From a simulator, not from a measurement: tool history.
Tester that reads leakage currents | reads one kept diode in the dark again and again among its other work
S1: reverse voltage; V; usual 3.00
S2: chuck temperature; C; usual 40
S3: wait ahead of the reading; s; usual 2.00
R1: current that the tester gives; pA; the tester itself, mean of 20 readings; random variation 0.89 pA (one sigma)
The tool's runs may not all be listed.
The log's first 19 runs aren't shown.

run	hour	S1	S2	S3	R1
# hour 550.8: chuck's temperature calibrated
20	571.2	1.40	40	2.00	188.38
21	616.2	1.40	23	2.00	42.09
22	637.6	2.53	23	0.71	60.35
23	682.5	2.53	23	0.71	60.08
24	709.3	2.53	23	0.71	60.36
25	736.2	1.94	58	5.22	958.66
26	775.0	3.00	30	0.78	123.76
27	797.5	3.00	30	0.78	123.67
28	832.0	3.28	30	0.78	129.91
29	857.3	3.28	30	0.78	129.78
30	893.2	18.33	53	0.78	2378.76
31	934.2	3.00	26	2.00	85.65
32	969.3	3.00	40	2.00	288.87
33	999.2	3.00	40	2.00	288.31
34	1029.0	9.42	40	0.61	564.24
35	1051.6	9.42	40	0.61	561.85
36	1085.9	9.42	40	0.61	560.34
37	1113.6	9.42	27	0.38	192.59
38	1152.6	4.75	27	0.64	124.93

Forecast each of these 5 alternatives for the next run:
A	1191.5	4.75	41	0.64	?
B	1191.5	2.20	40	0.87	?
C	1191.5	3.00	40	4.85	?
D	1191.5	4.75	53	7.67	?
E	1191.5	4.75	23	0.64	?

run	R1
A	407.42
B	238.65
C	284.56
D	1065.67
E	88.76
Without the tool's hidden state the same runs would have given:
run	R1
A	422.31
B	248.64
C	295.78
D	1115.60
E	85.17
